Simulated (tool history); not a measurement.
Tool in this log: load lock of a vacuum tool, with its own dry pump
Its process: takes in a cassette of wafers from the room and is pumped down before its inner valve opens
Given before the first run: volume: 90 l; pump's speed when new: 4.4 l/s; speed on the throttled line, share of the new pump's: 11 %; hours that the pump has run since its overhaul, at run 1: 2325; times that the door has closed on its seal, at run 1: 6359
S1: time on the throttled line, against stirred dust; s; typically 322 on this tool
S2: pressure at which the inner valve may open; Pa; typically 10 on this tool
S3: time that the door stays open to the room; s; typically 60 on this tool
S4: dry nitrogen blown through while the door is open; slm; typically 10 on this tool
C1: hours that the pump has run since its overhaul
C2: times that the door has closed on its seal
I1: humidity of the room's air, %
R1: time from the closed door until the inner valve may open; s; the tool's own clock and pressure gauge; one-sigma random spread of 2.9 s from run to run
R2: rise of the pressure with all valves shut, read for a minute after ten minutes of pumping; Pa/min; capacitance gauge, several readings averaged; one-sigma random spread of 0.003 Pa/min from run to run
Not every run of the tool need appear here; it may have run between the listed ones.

Run 1, hour 0: usual settings; C1 2325; C2 6359; I1 46. Result: R1 489.7 s, R2 0.09 Pa/min.
Run 2, hour 83.7: usual settings; C1 2409; C2 6508; I1 44.8. Result: R1 476.7 s, R2 0.093 Pa/min.
Run 3, hour 207.2: usual settings; C1 2532; C2 6729; I1 45.6. Result: R1 486.5 s, R2 0.098 Pa/min.
Run 4, hour 280.2: usual settings; C1 2606; C2 6859; I1 46. Result: R1 487 s, R2 0.097 Pa/min.
Run 5, hour 427.8: usual settings; C1 2753; C2 7123; I1 41.8. Result: R1 483.9 s, R2 0.1 Pa/min.
Run 6, hour 493.9: usual settings; C1 2819; C2 7241; I1 44.5. Result: R1 481.2 s, R2 0.106 Pa/min.
Run 7, hour 602: usual settings; C1 2927; C2 7434; I1 46.5. Result: R1 483.9 s, R2 0.104 Pa/min.
Run 8, hour 667.2: usual settings; C1 2992; C2 7551; I1 41.6. Result: R1 483.2 s, R2 0.107 Pa/min.
Run 9, hour 794.4: usual settings; C1 3120; C2 7778; I1 44.9. Result: R1 479.9 s, R2 0.112 Pa/min.
Run 10, hour 892.7: usual settings; C1 3218; C2 7954; I1 45. Result: R1 483 s, R2 0.111 Pa/min.
Run 11, hour 1012.6: usual settings; C1 3338; C2 8168; I1 43.3. Result: R1 485.3 s, R2 0.119 Pa/min.
Run 12, hour 1077.7: usual settings; C1 3403; C2 8284; I1 43.6. Result: R1 486.1 s, R2 0.122 Pa/min.
Run 13, hour 1217.5: usual settings but S2 17 Pa; C1 3543; C2 8534; I1 46.8. Result: R1 481.2 s, R2 0.121 Pa/min.
Run 14, hour 1350.8: usual settings but S2 17 Pa; C1 3676; C2 8772; I1 47.2. Result: R1 483 s, R2 0.131 Pa/min.
Run 15, hour 1412.7: usual settings but S2 17 Pa; C1 3738; C2 8883; I1 47.4. Result: R1 474.1 s, R2 0.132 Pa/min.
Run 16, hour 1520.2: usual settings but S2 17 Pa; C1 3845; C2 9075; I1 44.5. Result: R1 479.3 s, R2 0.133 Pa/min.
Run 17, hour 1656: usual settings but S3 158 s; C1 3981; C2 9318; I1 44.9. Result: R1 488.2 s, R2 0.169 Pa/min.
Run 18, hour 1727.2: usual settings; C1 4052; C2 9445; I1 44.3. Result: R1 487.3 s, R2 0.133 Pa/min.
Run 19, hour 1872.7: usual settings but S3 29 s; C1 4198; C2 9705; I1 46.9. Result: R1 494.7 s, R2 0.125 Pa/min.
Run 20, hour 1947.1: usual settings but S1 176 s, S3 29 s; C1 4272; C2 9838; I1 47.1. Result: R1 357.2 s, R2 0.132 Pa/min.
Run 21, hour 2025.1: usual settings; C1 4350; C2 9977; I1 44.8. Result: R1 486.6 s, R2 0.141 Pa/min.
Run 22, hour 2116.5: usual settings but S2 9 Pa, S4 11 slm; C1 4442; C2 10141; I1 47.3. Result: R1 494.5 s, R2 0.144 Pa/min.
Run 23, hour 2205.1: usual settings but S1 448 s, S2 13 Pa, S3 97 s, S4 36 slm; C1 4530; C2 10299; I1 45.3. Result: R1 595.3 s, R2 0.147 Pa/min.
Run 24, hour 2289.7: usual settings but S1 448 s, S2 20 Pa, S3 97 s, S4 36 slm; C1 4615; C2 10450; I1 45.3. Result: R1 591.4 s, R2 0.144 Pa/min.
Run 25, hour 2442.3: usual settings but S1 448 s, S2 20 Pa, S3 97 s, S4 36 slm; C1 4768; C2 10723; I1 43.2. Result: R1 585.5 s, R2 0.146 Pa/min.
Run 26, hour 2579.6: usual settings but S3 129 s, S4 11 slm; C1 4905; C2 10968; I1 43.1. Result: R1 490.5 s, R2 0.179 Pa/min.
Run 27, hour 2657.1: usual settings but S3 129 s, S4 11 slm; C1 4982; C2 11107; I1 43.1. Result: R1 491.1 s, R2 0.183 Pa/min.
Run 28, hour 2747.6: usual settings but S3 213 s, S4 11 slm; C1 5073; C2 11268; I1 46.9. Result: R1 494.5 s, R2 0.217 Pa/min.
Run 29, hour 2884.1: usual settings but S3 213 s, S4 11 slm; C1 5209; C2 11512; I1 46. Result: R1 498.6 s, R2 0.214 Pa/min.
Run 30, hour 3034.8: usual settings but S1 270 s, S2 16 Pa, S3 41 s, S4 9 slm; C1 5360; C2 11781; I1 46.5. Result: R1 438.5 s, R2 0.167 Pa/min.
Run 31, hour 3135.4: usual settings but S1 270 s, S2 16 Pa, S3 41 s, S4 9 slm; C1 5461; C2 11961; I1 47.5. Result: R1 433.2 s, R2 0.177 Pa/min.
Run 32, hour 3278.3: usual settings but S1 270 s, S2 16 Pa, S3 41 s, S4 9 slm; C1 5604; C2 12217; I1 44.5. Result: R1 443.3 s, R2 0.173 Pa/min.
Run 33, hour 3423.7: usual settings but S1 431 s, S2 16 Pa, S3 41 s, S4 7 slm; C1 5749; C2 12476; I1 46. Result: R1 581.9 s, R2 0.184 Pa/min.
Run 34, hour 3518.3: usual settings but S1 431 s, S2 14 Pa, S3 169 s, S4 7 slm; C1 5844; C2 12645; I1 48.8. Result: R1 579.1 s, R2 0.247 Pa/min.
Run 35, hour 3663.4: usual settings but S1 559 s, S4 11 slm; C1 5989; C2 12905; I1 45.6. Result: R1 704.5 s, R2 0.191 Pa/min.
Run 36, hour 3792.4: usual settings but S2 18 Pa, S4 6 slm; C1 6118; C2 13135; I1 45.5. Result: R1 478.8 s, R2 0.202 Pa/min.
Run 37, hour 3924.4: usual settings but S1 163 s, S2 11 Pa, S3 93 s, S4 6 slm; C1 6250; C2 13371; I1 46.2. Result: R1 354.8 s, R2 0.229 Pa/min.
Run 38, hour 4040.3: usual settings but S2 12 Pa, S3 73 s, S4 8 slm; C1 6366; C2 13578; I1 43.9. Result: R1 495 s, R2 0.216 Pa/min.

Forecast each of these 3 alternatives for the next run:
Run A, hour 4182.9: usual settings but S1 317 s, S2 9 Pa, S3 162 s, S4 8 slm; C1 6508; C2 13833; I1 43.4. Result: R1 ?, R2 ?.
Run B, hour 4182.9: usual settings but S3 44 s; C1 6508; C2 13833; I1 43.7. Result: R1 ?, R2 ?.
Run C, hour 4182.9: usual settings but S2 12 Pa, S3 51 s, S4 14 slm; C1 6508; C2 13833; I1 42.8. Result: R1 ?, R2 ?.

run     R1     R2
  A  496.3  0.253
  B  499.4  0.207
  C    490  0.206
Had the tool no hidden state, the same runs would have come out as:
run     R1     R2
  A  473.9  0.072
  B  477.3  0.028
  C  468.3  0.027

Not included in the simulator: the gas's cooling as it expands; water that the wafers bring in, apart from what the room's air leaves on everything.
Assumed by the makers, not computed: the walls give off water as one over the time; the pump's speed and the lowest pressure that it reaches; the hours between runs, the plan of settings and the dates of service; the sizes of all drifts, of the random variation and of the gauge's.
